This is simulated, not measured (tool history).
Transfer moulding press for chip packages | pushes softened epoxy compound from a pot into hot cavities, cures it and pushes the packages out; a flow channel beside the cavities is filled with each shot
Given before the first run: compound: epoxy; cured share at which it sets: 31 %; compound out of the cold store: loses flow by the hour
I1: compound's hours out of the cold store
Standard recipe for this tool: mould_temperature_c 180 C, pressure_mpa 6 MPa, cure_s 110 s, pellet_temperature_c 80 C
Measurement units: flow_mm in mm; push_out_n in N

{"run": 1, "hour": 0.0, "mould_temperature_c": 180, "pressure_mpa": 6, "cure_s": 110, "pellet_temperature_c": 80, "I1": 29.4, "flow_mm": 799, "push_out_n": 426}
{"hour": 20.8, "done": "cavities cleaned with cleaning compound and waxed"}
{"run": 2, "hour": 30.8, "mould_temperature_c": 180, "pressure_mpa": 6, "cure_s": 110, "pellet_temperature_c": 80, "I1": 38.9, "flow_mm": 776, "push_out_n": 333}
{"run": 3, "hour": 48.8, "mould_temperature_c": 180, "pressure_mpa": 6, "cure_s": 110, "pellet_temperature_c": 83, "I1": 26.4, "flow_mm": 803, "push_out_n": 369}
{"run": 4, "hour": 63.0, "mould_temperature_c": 180, "pressure_mpa": 6, "cure_s": 110, "pellet_temperature_c": 83, "I1": 24, "flow_mm": 802, "push_out_n": 402}
{"run": 5, "hour": 84.0, "mould_temperature_c": 180, "pressure_mpa": 6, "cure_s": 110, "pellet_temperature_c": 87, "I1": 20.6, "flow_mm": 803, "push_out_n": 415}
{"run": 6, "hour": 101.3, "mould_temperature_c": 174, "pressure_mpa": 6, "cure_s": 110, "pellet_temperature_c": 80, "I1": 13, "flow_mm": 827, "push_out_n": 639}
{"run": 7, "hour": 121.8, "mould_temperature_c": 174, "pressure_mpa": 6, "cure_s": 110, "pellet_temperature_c": 80, "I1": 30.2, "flow_mm": 794, "push_out_n": 628}
{"hour": 128.4, "done": "cavities cleaned with cleaning compound and waxed"}
{"run": 8, "hour": 151.9, "mould_temperature_c": 173, "pressure_mpa": 6, "cure_s": 110, "pellet_temperature_c": 80, "I1": 34.6, "flow_mm": 775, "push_out_n": 546}
{"run": 9, "hour": 165.8, "mould_temperature_c": 173, "pressure_mpa": 6, "cure_s": 110, "pellet_temperature_c": 80, "I1": 44.2, "flow_mm": 765, "push_out_n": 557}
{"run": 10, "hour": 190.3, "mould_temperature_c": 173, "pressure_mpa": 6, "cure_s": 110, "pellet_temperature_c": 80, "I1": 19.9, "flow_mm": 823, "push_out_n": 635}
{"run": 11, "hour": 204.4, "mould_temperature_c": 180, "pressure_mpa": 6, "cure_s": 110, "pellet_temperature_c": 80, "I1": 47.6, "flow_mm": 738, "push_out_n": 413}
{"run": 12, "hour": 231.8, "mould_temperature_c": 180, "pressure_mpa": 6, "cure_s": 110, "pellet_temperature_c": 80, "I1": 13.4, "flow_mm": 815, "push_out_n": 456}
{"hour": 236.0, "done": "cavities cleaned with cleaning compound and waxed"}
{"run": 13, "hour": 257.7, "mould_temperature_c": 180, "pressure_mpa": 6, "cure_s": 110, "pellet_temperature_c": 80, "I1": 21.6, "flow_mm": 794, "push_out_n": 365}
{"run": 14, "hour": 275.5, "mould_temperature_c": 180, "pressure_mpa": 6, "cure_s": 112, "pellet_temperature_c": 80, "I1": 12.8, "flow_mm": 812, "push_out_n": 392}
{"run": 15, "hour": 303.2, "mould_temperature_c": 180, "pressure_mpa": 6.42, "cure_s": 110, "pellet_temperature_c": 89, "I1": 11.7, "flow_mm": 837, "push_out_n": 425}
{"run": 16, "hour": 319.9, "mould_temperature_c": 184, "pressure_mpa": 6, "cure_s": 110, "pellet_temperature_c": 85, "I1": 35.9, "flow_mm": 745, "push_out_n": 388}
{"hour": 344.2, "done": "cavities cleaned with cleaning compound and waxed"}
{"run": 17, "hour": 345.1, "mould_temperature_c": 177, "pressure_mpa": 6.91, "cure_s": 109, "pellet_temperature_c": 88, "I1": 41.8, "flow_mm": 805, "push_out_n": 346}
{"run": 18, "hour": 363.5, "mould_temperature_c": 177, "pressure_mpa": 6.91, "cure_s": 109, "pellet_temperature_c": 88, "I1": 22.1, "flow_mm": 857, "push_out_n": 405}
{"run": 19, "hour": 387.3, "mould_temperature_c": 177, "pressure_mpa": 6.91, "cure_s": 109, "pellet_temperature_c": 88, "I1": 14.6, "flow_mm": 868, "push_out_n": 466}
{"run": 20, "hour": 409.1, "mould_temperature_c": 176, "pressure_mpa": 6.91, "cure_s": 109, "pellet_temperature_c": 73, "I1": 10, "flow_mm": 871, "push_out_n": 517}
{"hour": 421.3, "done": "plunger's sealing rings changed"}
{"run": 21, "hour": 434.1, "mould_temperature_c": 179, "pressure_mpa": 5.63, "cure_s": 149, "pellet_temperature_c": 80, "I1": 28.8, "flow_mm": 797, "push_out_n": 342}
{"run": 22, "hour": 449.3, "mould_temperature_c": 179, "pressure_mpa": 5.63, "cure_s": 149, "pellet_temperature_c": 72, "I1": 9.7, "flow_mm": 858, "push_out_n": 349}
{"hour": 454.7, "done": "cavities cleaned with cleaning compound and waxed"}
{"run": 23, "hour": 470.4, "mould_temperature_c": 179, "pressure_mpa": 5.63, "cure_s": 149, "pellet_temperature_c": 72, "I1": 43.6, "flow_mm": 774, "push_out_n": 280}
{"run": 24, "hour": 500.2, "mould_temperature_c": 180, "pressure_mpa": 5.72, "cure_s": 117, "pellet_temperature_c": 80, "I1": 35.5, "flow_mm": 798, "push_out_n": 333}
{"run": 25, "hour": 515.3, "mould_temperature_c": 179, "pressure_mpa": 5.17, "cure_s": 134, "pellet_temperature_c": 76, "I1": 21.2, "flow_mm": 780, "push_out_n": 343}
{"run": 26, "hour": 530.5, "mould_temperature_c": 179, "pressure_mpa": 5.17, "cure_s": 134, "pellet_temperature_c": 76, "I1": 31.1, "flow_mm": 755, "push_out_n": 347}
{"run": 27, "hour": 547.4, "mould_temperature_c": 179, "pressure_mpa": 5.17, "cure_s": 139, "pellet_temperature_c": 70, "I1": 25.7, "flow_mm": 764, "push_out_n": 365}
{"hour": 562.6, "done": "cavities cleaned with cleaning compound and waxed"}
{"run": 28, "hour": 573.6, "mould_temperature_c": 185, "pressure_mpa": 4.88, "cure_s": 139, "pellet_temperature_c": 70, "I1": 37.1, "flow_mm": 709, "push_out_n": 253}

Below are 3 alternative next runs, each starting from the tool's condition after run 28. Predict each:
{"run": "A", "hour": 599.6, "mould_temperature_c": 180, "pressure_mpa": 5.75, "cure_s": 110, "pellet_temperature_c": 80, "I1": 45, "flow_mm": "?", "push_out_n": "?"}
{"run": "B", "hour": 599.6, "mould_temperature_c": 185, "pressure_mpa": 4.88, "cure_s": 121, "pellet_temperature_c": 75, "I1": 47.1, "flow_mm": "?", "push_out_n": "?"}
{"run": "C", "hour": 599.6, "mould_temperature_c": 180, "pressure_mpa": 6, "cure_s": 110, "pellet_temperature_c": 81, "I1": 34.1, "flow_mm": "?", "push_out_n": "?"}

run=A flow_mm=754 push_out_n=361
run=B flow_mm=687 push_out_n=301
run=C flow_mm=804 push_out_n=372
Take away the tool's hidden state, keep each run's random variation, and the runs would have read:
run=A flow_mm=767 push_out_n=294
run=B flow_mm=700 push_out_n=241
run=C flow_mm=818 push_out_n=304
